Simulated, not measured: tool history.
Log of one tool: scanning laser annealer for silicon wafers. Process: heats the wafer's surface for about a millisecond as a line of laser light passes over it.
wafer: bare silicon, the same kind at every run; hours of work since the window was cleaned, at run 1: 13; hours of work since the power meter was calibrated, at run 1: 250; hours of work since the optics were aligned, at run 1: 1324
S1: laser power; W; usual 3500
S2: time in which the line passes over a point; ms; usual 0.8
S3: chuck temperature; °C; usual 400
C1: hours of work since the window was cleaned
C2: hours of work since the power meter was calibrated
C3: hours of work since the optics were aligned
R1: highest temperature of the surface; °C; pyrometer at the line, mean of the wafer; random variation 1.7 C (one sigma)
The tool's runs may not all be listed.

Run 1, hour 0: usual settings; C1 13; C2 250; C3 1324. Result: R1 1204 °C.
Run 2, hour 13.7: usual settings but S1 3335 W; C1 19; C2 255; C3 1329. Result: R1 1165 °C.
Run 3, hour 27.1: usual settings but S1 3335 W; C1 24; C2 261; C3 1335. Result: R1 1160 °C.
Run 4, hour 37: usual settings but S1 3335 W; C1 28; C2 265; C3 1339. Result: R1 1164 °C.
Run 5, hour 53.8: usual settings but S1 3335 W; C1 35; C2 272; C3 1346. Result: R1 1161 °C.
Run 6, hour 69.2: usual settings but S1 3335 W; C1 41; C2 278; C3 1352. Result: R1 1161 °C.
Run 7, hour 80.4: usual settings but S1 3335 W; C1 46; C2 283; C3 1357. Result: R1 1162 °C.
Run 8, hour 88.5: usual settings but S1 3335 W; C1 49; C2 286; C3 1360. Result: R1 1159 °C.
Run 9, hour 97: usual settings; C1 53; C2 289; C3 1363. Result: R1 1199 °C.
Run 10, hour 107.4: usual settings but S2 0.764 ms; C1 57; C2 294; C3 1368. Result: R1 1182 °C.
Run 11, hour 124.4: usual settings but S2 0.764 ms; C1 64; C2 301; C3 1375. Result: R1 1180 °C.
Run 12, hour 139.4: usual settings but S2 0.764 ms; C1 70; C2 307; C3 1381. Result: R1 1181 °C.
Run 13, hour 155.6: usual settings but S2 0.764 ms; C1 77; C2 313; C3 1387. Result: R1 1184 °C.
Run 14, hour 168: usual settings but S1 3274 W, S2 0.764 ms; C1 82; C2 319; C3 1393. Result: R1 1133 °C.
Run 15, hour 176: usual settings; C1 85; C2 322; C3 1396. Result: R1 1198 °C.
Run 16, hour 191.5: usual settings but S3 388 °C; C1 91; C2 328; C3 1402. Result: R1 1187 °C.
Run 17, hour 204.6: usual settings but S2 0.621 ms, S3 388 °C; C1 97; C2 334; C3 1408. Result: R1 1094 °C.
Run 18, hour 222.1: usual settings but S2 0.621 ms, S3 388 °C; C1 104; C2 341; C3 1415. Result: R1 1095 °C.
Run 19, hour 231.4: usual settings but S2 0.621 ms, S3 388 °C; C1 108; C2 345; C3 1419. Result: R1 1095 °C.
At hour 235.4: laser's power meter calibrated.
Run 20, hour 242.8: usual settings but S1 3078 W, S2 0.786 ms, S3 397 °C; C1 111; C2 3; C3 1422. Result: R1 1095 °C.
Run 21, hour 258.3: usual settings but S1 3078 W, S2 0.786 ms, S3 397 °C; C1 118; C2 9; C3 1428. Result: R1 1097 °C.
Run 22, hour 272.6: usual settings but S1 3078 W, S2 0.786 ms, S3 397 °C; C1 123; C2 15; C3 1434. Result: R1 1092 °C.
Run 23, hour 282.8: usual settings but S1 3239 W, S2 0.65 ms; C1 128; C2 19; C3 1438. Result: R1 1070 °C.
Run 24, hour 295.9: usual settings but S1 3270 W, S2 0.564 ms, S3 385 °C; C1 133; C2 25; C3 1444. Result: R1 1017 °C.
Run 25, hour 303.4: usual settings but S1 3849 W; C1 136; C2 28; C3 1447. Result: R1 1276 °C.
Run 26, hour 312.4: usual settings but S1 3409 W, S2 0.601 ms, S3 375 °C; C1 140; C2 32; C3 1450. Result: R1 1057 °C.
At hour 316.3: laser's power meter calibrated, once more.
Run 27, hour 328: usual settings but S1 3239 W, S3 436 °C; C1 145; C2 5; C3 1456. Result: R1 1170 °C.
Run 28, hour 336.8: usual settings but S1 3239 W, S3 436 °C; C1 149; C2 8; C3 1459. Result: R1 1172 °C.
Run 29, hour 351.5: usual settings but S2 0.863 ms, S3 373 °C; C1 155; C2 14; C3 1465. Result: R1 1197 °C.
Run 30, hour 360.8: usual settings but S2 0.863 ms, S3 373 °C; C1 158; C2 18; C3 1469. Result: R1 1197 °C.
Run 31, hour 376: usual settings but S2 0.766 ms; C1 165; C2 24; C3 1475. Result: R1 1179 °C.
Run 32, hour 392.9: usual settings but S2 0.766 ms; C1 171; C2 31; C3 1482. Result: R1 1178 °C.
Run 33, hour 408.7: usual settings but S1 3207 W, S2 0.803 ms; C1 178; C2 38; C3 1489. Result: R1 1128 °C.
Run 34, hour 418.1: usual settings but S1 3114 W, S2 0.65 ms; C1 182; C2 42; C3 1493. Result: R1 1040 °C.
Run 35, hour 435.2: usual settings but S1 3114 W, S2 0.65 ms; C1 189; C2 49; C3 1500. Result: R1 1038 °C.
Run 36, hour 451.1: usual settings but S1 3080 W; C1 195; C2 55; C3 1506. Result: R1 1098 °C.
Run 37, hour 461: usual settings but S1 3193 W, S2 0.943 ms, S3 423 °C; C1 199; C2 59; C3 1510. Result: R1 1203 °C.
Run 38, hour 475.9: usual settings but S1 3193 W, S2 0.943 ms, S3 423 °C; C1 205; C2 65; C3 1516. Result: R1 1205 °C.

4 ways to go on from here, each from the tool as it stands after run 38. What would each give?
Run A, hour 492: usual settings but S1 3385 W, S2 0.88 ms, S3 423 °C; C1 212; C2 72; C3 1523. Result: R1 ?.
Run B, hour 492: usual settings but S1 3266 W, S2 0.743 ms, S3 367 °C; C1 212; C2 72; C3 1523. Result: R1 ?.
Run C, hour 492: usual settings but S1 3762 W, S2 0.968 ms, S3 388 °C; C1 212; C2 72; C3 1523. Result: R1 ?.
Run D, hour 492: usual settings but S1 3193 W, S2 0.621 ms, S3 423 °C; C1 212; C2 72; C3 1523. Result: R1 ?.

run    R1
  A  1223
  B  1080
  C  1318
  D  1066
Without the tool's hidden state the same runs would have given:
run    R1
  A  1241
  B  1096
  C  1339
  D  1080
